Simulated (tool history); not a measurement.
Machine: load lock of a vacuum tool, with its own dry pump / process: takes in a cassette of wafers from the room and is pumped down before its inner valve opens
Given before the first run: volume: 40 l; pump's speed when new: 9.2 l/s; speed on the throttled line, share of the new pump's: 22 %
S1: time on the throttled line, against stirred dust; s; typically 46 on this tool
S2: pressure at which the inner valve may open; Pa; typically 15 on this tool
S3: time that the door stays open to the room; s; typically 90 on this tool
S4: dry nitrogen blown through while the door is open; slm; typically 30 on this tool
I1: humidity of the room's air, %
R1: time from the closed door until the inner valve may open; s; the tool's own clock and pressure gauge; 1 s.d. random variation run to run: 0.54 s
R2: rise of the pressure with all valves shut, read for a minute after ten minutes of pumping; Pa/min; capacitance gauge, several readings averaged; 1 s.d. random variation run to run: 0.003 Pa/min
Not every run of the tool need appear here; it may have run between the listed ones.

Run 1, hour 0: usual settings; I1 48.6. Result: R1 75.3 s, R2 0.044 Pa/min.
Run 2, hour 47.4: usual settings; I1 44.8. Result: R1 74 s, R2 0.044 Pa/min.
Run 3, hour 133.3: usual settings; I1 45.7. Result: R1 74.1 s, R2 0.04 Pa/min.
Run 4, hour 194.6: usual settings but S4 9 slm; I1 47.5. Result: R1 73.8 s, R2 0.069 Pa/min.
Run 5, hour 264.9: usual settings but S4 9 slm; I1 45.6. Result: R1 74.4 s, R2 0.062 Pa/min.
Run 6, hour 321.5: usual settings but S4 9 slm; I1 44.1. Result: R1 75.3 s, R2 0.061 Pa/min.
Run 7, hour 368: usual settings but S4 9 slm; I1 42.8. Result: R1 75.1 s, R2 0.063 Pa/min.
Run 8, hour 438.2: usual settings; I1 46.9. Result: R1 74.9 s, R2 0.044 Pa/min.
Run 9, hour 501.3: usual settings; I1 46.4. Result: R1 74.3 s, R2 0.041 Pa/min.
Run 10, hour 563.4: usual settings; I1 47.6. Result: R1 73 s, R2 0.039 Pa/min.
Run 11, hour 631: usual settings; I1 44.9. Result: R1 73.8 s, R2 0.039 Pa/min.
Run 12, hour 719.7: usual settings; I1 45.9. Result: R1 74.7 s, R2 0.04 Pa/min.
Run 13, hour 785.4: usual settings; I1 46.8. Result: R1 74.2 s, R2 0.034 Pa/min.
Run 14, hour 840.3: usual settings; I1 46.4. Result: R1 74 s, R2 0.041 Pa/min.
Run 15, hour 911: usual settings; I1 47.6. Result: R1 75.5 s, R2 0.038 Pa/min.
Run 16, hour 999.9: usual settings but S4 7 slm; I1 42.7. Result: R1 74.4 s, R2 0.066 Pa/min.
Run 17, hour 1081.7: usual settings but S4 7 slm; I1 44. Result: R1 74.1 s, R2 0.064 Pa/min.
Run 18, hour 1120.2: usual settings but S4 7 slm; I1 40.5. Result: R1 74.2 s, R2 0.057 Pa/min.
Run 19, hour 1203.3: usual settings but S4 7 slm; I1 47.9. Result: R1 74.6 s, R2 0.074 Pa/min.
Run 20, hour 1290.5: usual settings but S2 16 Pa; I1 48.1. Result: R1 73.8 s, R2 0.042 Pa/min.
Run 21, hour 1333.3: usual settings but S2 16 Pa; I1 47.8. Result: R1 73.5 s, R2 0.043 Pa/min.
Run 22, hour 1392.1: usual settings but S1 65 s, S2 10 Pa, S3 180 s, S4 13 slm; I1 45. Result: R1 91 s, R2 0.071 Pa/min.
Run 23, hour 1467.6: usual settings but S1 66 s, S3 101 s, S4 16 slm; I1 44.1. Result: R1 89.6 s, R2 0.053 Pa/min.
Run 24, hour 1511.7: usual settings but S1 66 s, S3 101 s, S4 16 slm; I1 46. Result: R1 89.3 s, R2 0.057 Pa/min.
Run 25, hour 1582.3: usual settings but S1 66 s, S3 101 s, S4 16 slm; I1 42.9. Result: R1 89.7 s, R2 0.05 Pa/min.
Run 26, hour 1671: usual settings but S4 13 slm; I1 40.6. Result: R1 74.6 s, R2 0.053 Pa/min.
Run 27, hour 1741.9: usual settings but S1 86 s, S2 12 Pa; I1 45.2. Result: R1 107 s, R2 0.038 Pa/min.
Run 28, hour 1793.4: usual settings but S1 36 s, S2 19 Pa, S3 57 s, S4 35 slm; I1 42.6. Result: R1 65.9 s, R2 0.03 Pa/min.
Run 29, hour 1842.7: usual settings but S1 36 s, S2 19 Pa, S3 57 s, S4 35 slm; I1 46.1. Result: R1 65 s, R2 0.034 Pa/min.
Run 30, hour 1922.4: usual settings but S3 133 s; I1 45.3. Result: R1 74.4 s, R2 0.046 Pa/min.
Run 31, hour 1991.4: usual settings but S1 35 s, S3 133 s, S4 4 slm; I1 44.5. Result: R1 65.8 s, R2 0.089 Pa/min.
Run 32, hour 2045.2: usual settings but S1 35 s, S3 133 s, S4 4 slm; I1 48.4. Result: R1 65.9 s, R2 0.095 Pa/min.
Run 33, hour 2096.5: usual settings but S1 28 s; I1 47.2. Result: R1 59.6 s, R2 0.043 Pa/min.
Run 34, hour 2184.9: usual settings but S4 12 slm; I1 44.1. Result: R1 75 s, R2 0.055 Pa/min.
Run 35, hour 2232.4: usual settings but S2 14 Pa, S4 36 slm; I1 46.9. Result: R1 74.1 s, R2 0.043 Pa/min.

Each row is a separate what-if for the run after 35, all from the same tool condition, not one after another. Results?
At hour 2311: door's seal changed, seat wiped.
Run A, hour 2311: usual settings but S2 16 Pa, S3 127 s, S4 6 slm; I1 44.4. Result: R1 ?, R2 ?.
At hour 2311: door's seal changed, seat wiped.
Run B, hour 2311: usual settings but S2 27 Pa; I1 46.5. Result: R1 ?, R2 ?.
At hour 2311: door's seal changed, seat wiped.
Run C, hour 2311: usual settings but S2 25 Pa, S3 82 s, S4 4 slm; I1 46.2. Result: R1 ?, R2 ?.
At hour 2311: door's seal changed, seat wiped.
Run D, hour 2311: usual settings but S2 10 Pa, S4 36 slm; I1 46.1. Result: R1 ?, R2 ?.

run    R1     R2
  A  73.2  0.074
  B  70.8  0.034
  C  71.9  0.074
  D  75.1  0.033
The same runs, with their run-to-run variation unchanged, on a tool lacking any hidden condition would have given:
run    R1     R2
  A  73.2  0.074
  B  70.8  0.034
  C  71.9  0.074
  D  75.1  0.033

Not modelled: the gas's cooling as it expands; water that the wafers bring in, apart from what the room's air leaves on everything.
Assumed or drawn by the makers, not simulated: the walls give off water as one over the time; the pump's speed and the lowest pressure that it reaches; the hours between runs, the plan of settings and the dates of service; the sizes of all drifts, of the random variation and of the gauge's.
